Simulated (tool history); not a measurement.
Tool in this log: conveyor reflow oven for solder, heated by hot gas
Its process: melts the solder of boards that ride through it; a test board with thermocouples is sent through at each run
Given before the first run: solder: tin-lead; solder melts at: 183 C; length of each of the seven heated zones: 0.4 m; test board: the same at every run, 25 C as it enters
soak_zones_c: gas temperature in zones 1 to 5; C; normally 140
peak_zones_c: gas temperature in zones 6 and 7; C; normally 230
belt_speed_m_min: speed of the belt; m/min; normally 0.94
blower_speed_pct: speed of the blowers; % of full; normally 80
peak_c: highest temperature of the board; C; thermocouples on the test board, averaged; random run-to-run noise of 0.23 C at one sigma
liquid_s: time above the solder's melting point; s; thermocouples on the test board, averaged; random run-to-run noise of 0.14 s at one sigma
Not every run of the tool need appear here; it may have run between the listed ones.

run,hour,soak_zones_c,peak_zones_c,belt_speed_m_min,blower_speed_pct,peak_c,liquid_s
1,0,140,230,0.94,80,213.9,36.6
2,7.5,140,230,0.94,59,207.9,32.6
3,14.3,140,230,0.94,59,208.1,32.5
4,28.4,140,230,0.94,59,208.1,32.5
5,38,140,230,0.94,57,207.4,31.9
6,52.7,140,230,0.94,51,205,29.5
7,61.7,140,230,0.94,51,205.1,29.8
8,73.1,140,230,0.94,51,205.2,29.6
9,86.8,140,230,0.94,51,205.6,29.8
10,98.5,140,230,0.94,66,209.7,34.2
11,110.8,140,219,0.94,66,200.9,27.5
12,117.9,140,230,0.862,80,216.1,42.5
13,124.9,136,230,0.94,80,212.5,35.5
14,131.7,136,230,0.94,80,212.8,35.7
15,147.9,140,230,0.94,80,213.7,37.2
16,155.6,140,230,0.94,80,213.8,36.9
17,168.4,140,230,0.94,80,213.6,37
18,178.1,141,239,1.002,55,211.4,32.5
19,189,141,239,0.787,55,221,49.2
# hour 199.1: flux residue cleaned out of gas plates and filters
20,205.6,148,232,1.109,87,214.4,33.5
21,217.8,151,219,0.766,80,212.1,50
22,232.8,129,219,0.766,80,209.7,41.2
23,246.3,129,219,0.766,80,209.5,41.3
24,256.7,140,231,0.94,85,216.9,39.2
25,272.5,140,220,0.927,77,206.2,33.2
26,281.7,151,224,0.927,77,212,40.1
27,294.1,127,230,0.838,89,218.6,42.7
28,304.7,139,230,1.066,61,204.8,25.8
29,313.1,139,223,1.107,81,203.9,24.9
30,320.1,139,223,1.107,81,204.2,24.9
31,334.2,139,223,1.107,81,204.1,25.2
32,346.2,153,227,1.049,65,208.1,32.4

Measured less the same run without the tool's hidden state. The same run-to-run variation is in both; the gauge's scatter may not be:
What the log doesn't record here: heat that the gas passes to the board, % of a clean oven's; belt's true speed, % of the reading; true gas temperature in zones 6 and 7 over the reading, C; drift of the gauge itself on peak_c, C; drift of the gauge itself on liquid_s, %.
run,peak_c,liquid_s
1,+0.1,+0.4
2,+0.3,+0.5
3,+0.2,+0.4
4,+0.3,+0.4
5,+0.3,+0.5
6,+0.4,+0.5
7,+0.3,+0.5
8,+0.4,+0.6
9,+0.4,+0.6
10,+0.2,+0.5
11,+0.3,+0.4
12,+0.3,+0.6
13,+0.1,+0.4
14,+0.2,+0.5
15,+0.2,+0.5
16,+0.2,+0.5
17,+0.2,+0.5
18,+0.3,+0.6
19,+0.6,+1
20,+1.6,+1.3
21,+1.5,+1.8
22,+1.7,+2
23,+1.6,+2
24,+1.6,+1.5
25,+1.6,+1.7
26,+1.5,+1.6
27,+1.6,+1.7
28,+1.6,+1.7
29,+1.5,+1.5
30,+1.6,+1.6
31,+1.6,+1.6
32,+1.6,+1.7
